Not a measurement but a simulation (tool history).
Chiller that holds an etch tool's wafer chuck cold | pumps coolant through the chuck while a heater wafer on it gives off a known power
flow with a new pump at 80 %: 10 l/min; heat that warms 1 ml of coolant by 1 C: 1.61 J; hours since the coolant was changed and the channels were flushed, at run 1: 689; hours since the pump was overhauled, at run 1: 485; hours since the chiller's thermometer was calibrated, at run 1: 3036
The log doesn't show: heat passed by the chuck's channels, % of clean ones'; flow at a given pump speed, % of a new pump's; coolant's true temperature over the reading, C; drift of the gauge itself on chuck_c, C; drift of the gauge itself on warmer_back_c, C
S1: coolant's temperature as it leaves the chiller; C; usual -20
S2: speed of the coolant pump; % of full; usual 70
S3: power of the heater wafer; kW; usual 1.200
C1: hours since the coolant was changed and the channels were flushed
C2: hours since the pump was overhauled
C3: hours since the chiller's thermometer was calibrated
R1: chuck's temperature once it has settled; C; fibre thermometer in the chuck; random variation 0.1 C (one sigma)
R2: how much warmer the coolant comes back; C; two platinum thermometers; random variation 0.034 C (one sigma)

run,day,S1,S2,S3,C1,C2,C3,R1,R2
1,0.000,-20,70,1.200,689,485,3036,-9.8,5.21
2,1.612,-20,70,1.200,728,523,3075,-9.9,5.14
3,3.121,-20,70,1.200,764,560,3111,-9.8,5.13
4,4.092,-20,70,1.200,787,583,3135,-9.8,5.09
5,4.817,-20,70,1.200,805,600,3152,-9.7,5.12
6,6.354,-20,63,1.200,842,637,3189,-8.7,5.72
7,7.538,-20,63,1.200,870,666,3217,-8.7,5.69
8,8.592,-20,63,1.200,895,691,3243,-8.7,5.72
9,9.746,-20,70,1.200,923,719,3270,-9.8,5.07
10,10.662,-17,70,1.200,945,741,3292,-6.9,5.04
11,12.350,-17,71,1.200,985,781,3333,-6.9,4.90
12,13.162,-17,73,1.200,1005,801,3352,-7.2,4.76
13,14.233,-17,73,1.200,1031,826,3378,-7.0,4.81
14,15.138,-17,73,1.200,1052,848,3400,-7.2,4.72
15,16.488,-17,73,1.431,1085,880,3432,-5.3,5.67
16,18.096,-17,73,1.431,1123,919,3471,-5.2,5.66
17,19.446,-20,70,1.200,1156,951,3503,-9.7,4.98
18,20.788,-20,70,1.200,1188,984,3535,-9.8,4.90
19,21.492,-25,77,1.200,1205,1001,3552,-15.5,4.38
20,22.554,-23,61,1.218,1230,1026,3578,-11.1,5.87
21,23.300,-24,67,0.637,1248,1044,3596,-18.4,2.62
22,24.262,-18,67,1.685,1271,1067,3619,-3.0,7.38
23,25.546,-22,61,1.386,1302,1098,3650,-8.7,6.64
24,26.400,-22,79,1.771,1323,1118,3670,-8.4,6.38
25,27.546,-18,73,1.346,1350,1146,3698,-6.9,5.15
26,28.404,-24,93,1.475,1371,1166,3718,-14.3,4.34
27,29.088,-14,93,1.776,1387,1183,3735,-2.4,5.34
28,30.404,-14,93,1.776,1419,1214,3766,-2.3,5.26
# day 30.788: gauge calibrated
29,31.988,-17,91,1.626,1457,1252,3804,-6.0,5.25
30,32.738,-17,91,1.626,1475,1270,3822,-6.0,5.26
31,33.900,-26,75,1.025,1503,1298,3850,-17.9,4.04
32,34.592,-18,79,1.540,1519,1315,3867,-6.3,5.76
33,36.250,-18,79,1.540,1559,1355,3906,-6.3,5.65

Forecast each of these 3 alternatives for the next run:
A,37.629,-20,70,1.561,1592,1388,3940,?,?
B,37.629,-26,82,0.912,1592,1388,3940,?,?
C,37.629,-19,67,0.974,1592,1388,3940,?,?

run,R1,R2
A,-6.7,6.67
B,-19.2,3.20
C,-10.4,4.34
Without the tool's hidden state the same runs would have given:
run,R1,R2
A,-6.7,6.75
B,-19.2,3.28
C,-10.4,4.42

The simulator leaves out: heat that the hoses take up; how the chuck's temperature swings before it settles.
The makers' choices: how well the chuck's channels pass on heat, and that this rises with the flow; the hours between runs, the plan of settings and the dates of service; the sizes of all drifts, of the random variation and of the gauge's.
